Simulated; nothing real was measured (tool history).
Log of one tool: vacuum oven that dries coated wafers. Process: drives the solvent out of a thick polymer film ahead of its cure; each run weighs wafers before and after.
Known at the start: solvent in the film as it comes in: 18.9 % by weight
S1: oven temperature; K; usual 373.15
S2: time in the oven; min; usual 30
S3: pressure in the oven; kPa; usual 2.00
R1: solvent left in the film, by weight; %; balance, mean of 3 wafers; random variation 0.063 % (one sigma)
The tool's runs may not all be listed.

run   hour      S1  S2    S3     R1
  1    0.0  373.15  30  2.00   3.60
  2   13.2  373.15  30  2.00   3.58
  3   26.7  373.15  30  2.00   3.64
  4   36.3  373.15  30  2.00   3.54
  5   49.0  373.15  30  2.00   3.58
  6   57.2  373.15  30  2.00   3.58
  7   66.1  362.15  30  2.00   7.95
  8   74.1  362.15  30  2.00   8.17
  9   80.6  373.15  30  2.00   3.64
 10   94.0  373.15  30  2.00   3.62
 11  102.5  373.15  30  2.00   3.63
 12  111.2  373.15  44  2.00   2.22
 13  118.7  373.15  44  2.00   2.15
 14  128.8  373.15  44  2.00   2.31
 15  136.4  373.15  30  6.96   5.55
 16  145.5  373.15  30  5.91   5.17
 17  151.9  373.15  30  5.91   5.14
 18  160.8  373.15  30  5.91   5.33
 19  170.1  373.15  26  5.91   5.92
 20  181.3  373.15  26  5.91   5.82
 21  188.3  373.15  30  2.00   3.56
 22  195.3  373.15  30  2.00   3.59
 23  205.1  365.15  30  2.00   6.65
 24  213.0  365.15  30  2.00   6.83
 25  225.6  362.15  30  2.00   8.13
 26  238.8  358.15  27  2.00  10.05
 27  251.6  382.15  31  2.00   1.29
 28  264.8  361.15  40  2.00   6.71
 29  278.7  366.15  32  2.00   5.87
 30  290.3  373.15  53  2.00   1.73
 31  299.8  368.15  53  2.00   2.85
 32  308.9  363.15  31  1.21   6.82
 33  317.1  362.15  23  1.04   8.75
 34  325.7  362.15  23  1.04   8.77
 35  337.6  362.15  23  1.04   8.73
 36  350.5  362.15  23  1.04   8.85
 37  359.1  381.15  25  1.04   1.54
 38  369.6  371.15  25  4.71   6.14
 39  378.3  371.15  25  4.71   6.20
 40  385.7  371.15  25  4.71   6.18
 41  391.8  382.15  23  1.18   1.63
 42  400.2  382.15  23  1.18   1.57
 43  413.5  370.15  16  4.79   8.95
 44  422.6  370.15  16  4.79   8.77
 45  434.9  370.15  16  4.79   8.78
 46  446.5  367.15  29  2.00   5.88
 47  455.1  373.15  34  5.17   4.38
 48  461.2  361.15  24  5.17  10.60

Not shown: 2 entries that the log had between the listed runs. Between which runs, and how does the tool's hidden state differ before and after?
Between runs 22 and 23: vacuum gauge cleaned of residue and calibrated (hour 197.6)
  true pressure over the reading, kPa: 0.083 -> 0.122
  measured less the result without the state, R1: -0.27 -> -0.31 %
Between runs 25 and 26: vacuum gauge cleaned of residue and calibrated, once more (hour 230.9)
  true wafer temperature over the reading, C: 0.9 -> 0.91; true pressure over the reading, kPa: 0.126 -> 0
  measured less the result without the state, R1: -0.32 -> -0.33 %
